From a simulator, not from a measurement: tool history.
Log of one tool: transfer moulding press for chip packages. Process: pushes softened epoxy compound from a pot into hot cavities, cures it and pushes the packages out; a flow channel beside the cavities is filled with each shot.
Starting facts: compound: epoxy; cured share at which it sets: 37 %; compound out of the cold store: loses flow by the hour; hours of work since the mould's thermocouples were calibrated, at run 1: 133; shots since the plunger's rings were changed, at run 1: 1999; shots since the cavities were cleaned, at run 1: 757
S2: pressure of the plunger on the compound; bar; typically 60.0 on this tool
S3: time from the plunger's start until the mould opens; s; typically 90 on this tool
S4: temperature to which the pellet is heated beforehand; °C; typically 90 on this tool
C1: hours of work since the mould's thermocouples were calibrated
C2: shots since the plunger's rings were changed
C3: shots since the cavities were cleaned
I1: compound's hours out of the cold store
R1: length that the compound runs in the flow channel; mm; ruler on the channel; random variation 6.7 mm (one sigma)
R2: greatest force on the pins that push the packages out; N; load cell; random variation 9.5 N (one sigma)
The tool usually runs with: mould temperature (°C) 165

run 1 hour=0.0 | mould_temperature_(°C)=165 S2=60.0 S3=90 S4=90 | C1=133 C2=1999 C3=757 | I1=24.1 | R1=898 R2=634
-- hour=24.1 cavities cleaned with cleaning compound and waxed
run 2 hour=54.3 | mould_temperature_(°C)=165 S2=60.0 S3=90 S4=90 | C1=168 C2=2667 C3=382 | I1=24.7 | R1=887 R2=550
-- hour=105.7 cavities cleaned with cleaning compound and waxed
run 3 hour=108.2 | mould_temperature_(°C)=165 S2=60.0 S3=98 S4=90 | C1=203 C2=3332 C3=32 | I1=43.0 | R1=811 R2=390
run 4 hour=134.9 | mould_temperature_(°C)=165 S2=60.0 S3=98 S4=90 | C1=221 C2=3670 C3=370 | I1=22.7 | R1=877 R2=491
-- hour=170.0 plunger's sealing rings changed
-- hour=189.8 cavities cleaned with cleaning compound and waxed
run 5 hour=192.5 | mould_temperature_(°C)=165 S2=60.0 S3=98 S4=90 | C1=258 C2=267 C3=35 | I1=46.8 | R1=821 R2=418
run 6 hour=224.0 | mould_temperature_(°C)=165 S2=60.0 S3=98 S4=90 | C1=279 C2=665 C3=433 | I1=15.2 | R1=963 R2=538
run 7 hour=251.0 | mould_temperature_(°C)=165 S2=60.0 S3=98 S4=90 | C1=297 C2=1007 C3=775 | I1=23.6 | R1=913 R2=580
-- hour=271.5 cavities cleaned with cleaning compound and waxed
run 8 hour=277.7 | mould_temperature_(°C)=165 S2=60.0 S3=98 S4=90 | C1=314 C2=1327 C3=79 | I1=36.4 | R1=861 R2=418
run 9 hour=320.7 | mould_temperature_(°C)=165 S2=60.0 S3=96 S4=90 | C1=343 C2=1872 C3=624 | I1=38.8 | R1=840 R2=561
-- hour=354.7 cavities cleaned with cleaning compound and waxed
run 10 hour=368.5 | mould_temperature_(°C)=165 S2=60.0 S3=96 S4=90 | C1=374 C2=2459 C3=176 | I1=31.7 | R1=865 R2=439
run 11 hour=414.2 | mould_temperature_(°C)=165 S2=60.0 S3=96 S4=90 | C1=405 C2=3036 C3=753 | I1=26.2 | R1=879 R2=583
-- hour=436.0 cavities cleaned with cleaning compound and waxed
run 12 hour=442.8 | mould_temperature_(°C)=164 S2=60.0 S3=88 S4=89 | C1=423 C2=3380 C3=85 | I1=30.9 | R1=881 R2=537
run 13 hour=490.5 | mould_temperature_(°C)=165 S2=53.3 S3=90 S4=90 | C1=455 C2=3984 C3=689 | I1=35.2 | R1=790 R2=641
-- hour=501.2 plunger's sealing rings changed
-- hour=520.2 cavities cleaned with cleaning compound and waxed
run 14 hour=520.2 | mould_temperature_(°C)=165 S2=63.9 S3=80 S4=82 | C1=472 C2=221 C3=0 | I1=31.5 | R1=927 R2=539
run 15 hour=561.3 | mould_temperature_(°C)=166 S2=50.9 S3=116 S4=84 | C1=500 C2=743 C3=522 | I1=13.7 | R1=888 R2=492
run 16 hour=590.9 | mould_temperature_(°C)=165 S2=60.0 S3=116 S4=90 | C1=520 C2=1117 C3=896 | I1=14.5 | R1=949 R2=542
-- hour=603.4 cavities cleaned with cleaning compound and waxed
-- hour=632.5 mould's thermocouples calibrated
run 17 hour=636.8 | mould_temperature_(°C)=165 S2=60.0 S3=116 S4=90 | C1=3 C2=1654 C3=398 | I1=27.2 | R1=891 R2=476
-- hour=688.5 cavities cleaned with cleaning compound and waxed
run 18 hour=689.4 | mould_temperature_(°C)=165 S2=60.0 S3=116 S4=90 | C1=37 C2=2302 C3=11 | I1=38.4 | R1=836 R2=359
run 19 hour=731.9 | mould_temperature_(°C)=168 S2=47.3 S3=113 S4=89 | C1=66 C2=2841 C3=550 | I1=37.0 | R1=732 R2=458
run 20 hour=754.4 | mould_temperature_(°C)=164 S2=47.3 S3=113 S4=85 | C1=81 C2=3125 C3=834 | I1=40.2 | R1=715 R2=526
-- hour=769.6 cavities cleaned with cleaning compound and waxed
run 21 hour=778.8 | mould_temperature_(°C)=165 S2=48.5 S3=78 S4=90 | C1=96 C2=3415 C3=115 | I1=31.5 | R1=770 R2=592
run 22 hour=828.5 | mould_temperature_(°C)=171 S2=71.4 S3=122 S4=97 | C1=130 C2=4045 C3=745 | I1=36.4 | R1=867 R2=522

Alternative continuations, all from the tool just after run 22; predict every row:
-- hour=835.6 plunger's sealing rings changed
-- hour=853.1 cavities cleaned with cleaning compound and waxed
run A hour=873.5 | mould_temperature_(°C)=168 S2=71.4 S3=110 S4=88 | C1=158 C2=461 C3=258 | I1=9.9 | R1=? R2=?
-- hour=835.6 plunger's sealing rings changed
-- hour=853.1 cavities cleaned with cleaning compound and waxed
run B hour=873.5 | mould_temperature_(°C)=171 S2=47.9 S3=122 S4=86 | C1=158 C2=461 C3=258 | I1=10.4 | R1=? R2=?
-- hour=835.6 plunger's sealing rings changed
-- hour=853.1 cavities cleaned with cleaning compound and waxed
run C hour=873.5 | mould_temperature_(°C)=165 S2=55.3 S3=90 S4=88 | C1=158 C2=461 C3=258 | I1=43.4 | R1=? R2=?
-- hour=835.6 plunger's sealing rings changed
-- hour=853.1 cavities cleaned with cleaning compound and waxed
run D hour=873.5 | mould_temperature_(°C)=165 S2=60.0 S3=90 S4=97 | C1=158 C2=461 C3=258 | I1=44.6 | R1=? R2=?
-- hour=835.6 plunger's sealing rings changed
-- hour=853.1 cavities cleaned with cleaning compound and waxed
run E hour=873.5 | mould_temperature_(°C)=171 S2=71.4 S3=122 S4=91 | C1=158 C2=461 C3=258 | I1=46.3 | R1=? R2=?

run=A R1=1076 R2=417
run=B R1=859 R2=414
run=C R1=796 R2=493
run=D R1=821 R2=503
run=E R1=864 R2=422
Without the tool's unlogged condition, the same runs would have read:
run=A R1=1082 R2=340
run=B R1=864 R2=338
run=C R1=801 R2=401
run=D R1=826 R2=409
run=E R1=869 R2=344
